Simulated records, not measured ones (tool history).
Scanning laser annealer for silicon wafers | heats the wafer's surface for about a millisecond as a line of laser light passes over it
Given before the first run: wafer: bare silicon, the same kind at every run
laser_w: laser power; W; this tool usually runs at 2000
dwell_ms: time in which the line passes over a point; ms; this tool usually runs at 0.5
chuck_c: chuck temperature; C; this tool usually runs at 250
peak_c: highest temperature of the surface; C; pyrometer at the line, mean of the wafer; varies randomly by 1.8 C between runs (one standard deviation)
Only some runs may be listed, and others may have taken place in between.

| run | hour | laser_w | dwell_ms | chuck_c | peak_c |
|---|---|---|---|---|---|
| 1 | 0 | 2000 | 0.5 | 250 | 1025 |
| 2 | 46 | 2000 | 0.5 | 250 | 1028 |
| 3 | 93.6 | 2000 | 0.5 | 250 | 1026 |
| 4 | 136.5 | 2000 | 0.5 | 250 | 1022 |
| 5 | 191.5 | 2000 | 0.5 | 241 | 1014 |
| 6 | 258.9 | 2000 | 0.5 | 241 | 1019 |
| 7 | 308.2 | 2000 | 0.5 | 241 | 1014 |
| 8 | 387.4 | 2000 | 0.5 | 241 | 1012 |
| 9 | 431.8 | 2000 | 0.5 | 250 | 1026 |
| 10 | 500.7 | 2000 | 0.433 | 250 | 964 |
| 11 | 574.6 | 2000 | 0.433 | 250 | 967 |
| 12 | 620.3 | 2000 | 0.433 | 250 | 967 |
| 13 | 666.9 | 2000 | 0.433 | 250 | 964 |
| 14 | 734.2 | 2000 | 0.568 | 216 | 1051 |
| 15 | 786.2 | 2067 | 0.461 | 267 | 1030 |
| 16 | 822.8 | 2067 | 0.461 | 267 | 1032 |
| 17 | 883.4 | 2067 | 0.461 | 267 | 1030 |
| 18 | 926.4 | 2067 | 0.461 | 267 | 1029 |
| 19 | 1003.8 | 1976 | 0.39 | 219 | 884 |
| 20 | 1076.7 | 2091 | 0.495 | 246 | 1047 |
| 21 | 1126.2 | 1756 | 0.591 | 250 | 1004 |
| 22 | 1190.2 | 1811 | 0.566 | 220 | 981 |
| 23 | 1225.7 | 1863 | 0.5 | 253 | 984 |
| 24 | 1284.8 | 1955 | 0.575 | 250 | 1068 |
| 25 | 1359.3 | 1955 | 0.4 | 250 | 919 |

Withheld: 3 entries from between the runs. Position of each, and hidden state at the listed run before versus the listed run after:
In the gap between runs 8 and 9: window over the wafer cleaned (hour 403.5)
  light that passes the window, % of a clean one's: 99.8 -> 99.99
In the gap between runs 13 and 14: optics aligned, line set to its width (hour 704.4)
  light that passes the window, % of a clean one's: 99.93 -> 99.91; width of the line over the set one, %: 0.04 -> 0
In the gap between runs 20 and 21: window over the wafer cleaned (hour 1113.6)
  light that passes the window, % of a clean one's: 99.82 -> 99.99
